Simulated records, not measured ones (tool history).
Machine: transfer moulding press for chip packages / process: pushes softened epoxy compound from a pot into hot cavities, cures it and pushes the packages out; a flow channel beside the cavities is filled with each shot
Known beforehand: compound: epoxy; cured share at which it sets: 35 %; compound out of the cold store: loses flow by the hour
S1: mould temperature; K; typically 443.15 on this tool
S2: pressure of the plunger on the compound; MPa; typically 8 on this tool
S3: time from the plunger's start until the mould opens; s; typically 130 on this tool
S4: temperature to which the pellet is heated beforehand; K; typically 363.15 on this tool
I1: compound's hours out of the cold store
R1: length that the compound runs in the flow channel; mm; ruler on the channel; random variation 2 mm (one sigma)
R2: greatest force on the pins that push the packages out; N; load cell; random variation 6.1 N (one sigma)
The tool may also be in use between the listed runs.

run,hour,S1,S2,S3,S4,I1,R1,R2
1,0,443.15,8,130,363.15,34.3,643,352
2,20.2,443.15,8,130,363.15,34.9,640,378
# hour 24.9: cavities cleaned with cleaning compound and waxed
3,36.7,443.15,8,130,363.15,14.6,732,277
4,48.3,443.15,8,144,363.15,25.6,677,265
5,64.6,443.15,6.89,130,363.15,33.3,595,336
6,83.2,443.15,6.89,130,363.15,12.5,682,376
# hour 96.1: cavities cleaned with cleaning compound and waxed
7,99.7,443.15,8,114,363.15,20.3,694,316
8,117.8,443.15,8,114,363.15,24.4,678,382
9,130.1,443.15,8,114,363.15,28.4,659,404
10,147.6,443.15,8,130,363.15,42.5,603,345
11,157.9,443.15,8,130,368.15,43.5,598,367
# hour 166.7: cavities cleaned with cleaning compound and waxed
12,180,443.15,8,130,368.15,43.7,596,263
13,199.6,443.15,8,130,368.15,42.9,596,301
14,219.5,443.15,8,130,368.15,45.8,586,326
# hour 237.7: cavities cleaned with cleaning compound and waxed
15,241.7,443.15,8,130,368.15,33.2,631,248
16,254.8,449.15,8.93,143,356.15,36.2,638,233
17,269.2,435.15,7.79,122,360.15,31,651,665
18,282.2,435.15,7.79,122,360.15,39.6,613,675
19,291.9,443.15,9.89,130,359.15,18.6,769,359
# hour 308.4: cavities cleaned with cleaning compound and waxed
20,309.5,448.15,9.15,140,364.15,28.7,679,194
21,328.5,443.15,8,157,363.15,44.1,584,228
22,341.5,443.15,8,157,363.15,42.4,589,266
23,363.9,443.15,8,157,363.15,26.2,651,312

Below are 4 alternative next runs, each starting from the tool's condition after run 23. Predict each:
A,374,444.15,8,136,372.15,19.4,?,?
B,374,450.15,8.96,130,356.15,39,?,?
C,374,439.15,8,157,367.15,14.9,?,?
D,374,442.15,8,117,356.15,26,?,?

run,R1,R2
A,677,347
B,622,300
C,711,360
D,655,499
Without the tool's hidden state the same runs would have given:
run,R1,R2
A,713,212
B,655,178
C,749,222
D,690,312
